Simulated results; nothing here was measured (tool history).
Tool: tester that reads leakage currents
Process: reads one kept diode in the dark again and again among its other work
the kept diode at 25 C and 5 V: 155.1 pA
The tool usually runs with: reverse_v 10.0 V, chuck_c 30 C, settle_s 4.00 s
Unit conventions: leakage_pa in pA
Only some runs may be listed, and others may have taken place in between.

{"run": 1, "hour": 0.0, "reverse_v": 10.0, "chuck_c": 30, "settle_s": 4.0, "leakage_pa": 358.22}
{"run": 2, "hour": 61.9, "reverse_v": 7.7, "chuck_c": 30, "settle_s": 4.0, "leakage_pa": 315.57}
{"run": 3, "hour": 153.9, "reverse_v": 10.0, "chuck_c": 30, "settle_s": 4.0, "leakage_pa": 365.95}
{"run": 4, "hour": 196.7, "reverse_v": 10.0, "chuck_c": 30, "settle_s": 4.0, "leakage_pa": 368.26}
{"run": 5, "hour": 275.3, "reverse_v": 10.0, "chuck_c": 32, "settle_s": 4.0, "leakage_pa": 421.35}
{"run": 6, "hour": 351.8, "reverse_v": 10.0, "chuck_c": 32, "settle_s": 4.0, "leakage_pa": 423.12}
{"run": 7, "hour": 439.4, "reverse_v": 1.2, "chuck_c": 30, "settle_s": 4.0, "leakage_pa": 123.43}
{"run": 8, "hour": 540.9, "reverse_v": 1.2, "chuck_c": 30, "settle_s": 4.0, "leakage_pa": 123.46}
{"run": 9, "hour": 634.1, "reverse_v": 10.0, "chuck_c": 30, "settle_s": 4.0, "leakage_pa": 382.43}
{"hour": 700.4, "done": "probe card cleaned and baked"}
{"run": 10, "hour": 702.0, "reverse_v": 18.3, "chuck_c": 30, "settle_s": 4.0, "leakage_pa": 482.38}
{"run": 11, "hour": 802.1, "reverse_v": 18.3, "chuck_c": 30, "settle_s": 1.17, "leakage_pa": 489.63}
{"run": 12, "hour": 895.7, "reverse_v": 18.3, "chuck_c": 30, "settle_s": 1.17, "leakage_pa": 495.99}
{"run": 13, "hour": 957.4, "reverse_v": 18.3, "chuck_c": 30, "settle_s": 1.17, "leakage_pa": 498.27}
{"run": 14, "hour": 1013.9, "reverse_v": 18.3, "chuck_c": 21, "settle_s": 1.17, "leakage_pa": 260.91}
{"run": 15, "hour": 1062.7, "reverse_v": 18.3, "chuck_c": 21, "settle_s": 1.17, "leakage_pa": 264.57}
{"run": 16, "hour": 1108.9, "reverse_v": 9.3, "chuck_c": 39, "settle_s": 0.87, "leakage_pa": 661.74}
{"run": 17, "hour": 1210.7, "reverse_v": 14.4, "chuck_c": 33, "settle_s": 5.18, "leakage_pa": 558.03}
{"run": 18, "hour": 1287.7, "reverse_v": 14.4, "chuck_c": 36, "settle_s": 1.27, "leakage_pa": 691.3}
{"hour": 1360.0, "done": "chuck's temperature calibrated"}
{"run": 19, "hour": 1387.4, "reverse_v": 3.6, "chuck_c": 25, "settle_s": 1.58, "leakage_pa": 133.97}
{"run": 20, "hour": 1474.4, "reverse_v": 3.6, "chuck_c": 25, "settle_s": 1.58, "leakage_pa": 134.21}
{"run": 21, "hour": 1538.7, "reverse_v": 5.9, "chuck_c": 30, "settle_s": 5.65, "leakage_pa": 250.43}
{"run": 22, "hour": 1619.3, "reverse_v": 17.3, "chuck_c": 30, "settle_s": 0.79, "leakage_pa": 441.11}
{"run": 23, "hour": 1693.2, "reverse_v": 2.1, "chuck_c": 40, "settle_s": 2.23, "leakage_pa": 299.66}
{"run": 24, "hour": 1789.5, "reverse_v": 11.4, "chuck_c": 30, "settle_s": 4.0, "leakage_pa": 361.28}
{"run": 25, "hour": 1881.7, "reverse_v": 10.0, "chuck_c": 38, "settle_s": 4.0, "leakage_pa": 588.02}

Forecast each of these 5 alternatives for the next run:
{"run": "A", "hour": 1957.2, "reverse_v": 10.0, "chuck_c": 36, "settle_s": 2.87, "leakage_pa": "?"}
{"run": "B", "hour": 1957.2, "reverse_v": 4.6, "chuck_c": 38, "settle_s": 6.73, "leakage_pa": "?"}
{"run": "C", "hour": 1957.2, "reverse_v": 10.0, "chuck_c": 32, "settle_s": 7.78, "leakage_pa": "?"}
{"run": "D", "hour": 1957.2, "reverse_v": 10.0, "chuck_c": 54, "settle_s": 4.0, "leakage_pa": "?"}
{"run": "E", "hour": 1957.2, "reverse_v": 15.7, "chuck_c": 30, "settle_s": 4.0, "leakage_pa": "?"}

run=A leakage_pa=518.23
run=B leakage_pa=398.51
run=C leakage_pa=394.17
run=D leakage_pa=1658.69
run=E leakage_pa=432.04
Without the tool's unlogged condition, the same runs would have read:
run=A leakage_pa=486.17
run=B leakage_pa=376.76
run=C leakage_pa=367.25
run=D leakage_pa=1583.10
run=E leakage_pa=398.24
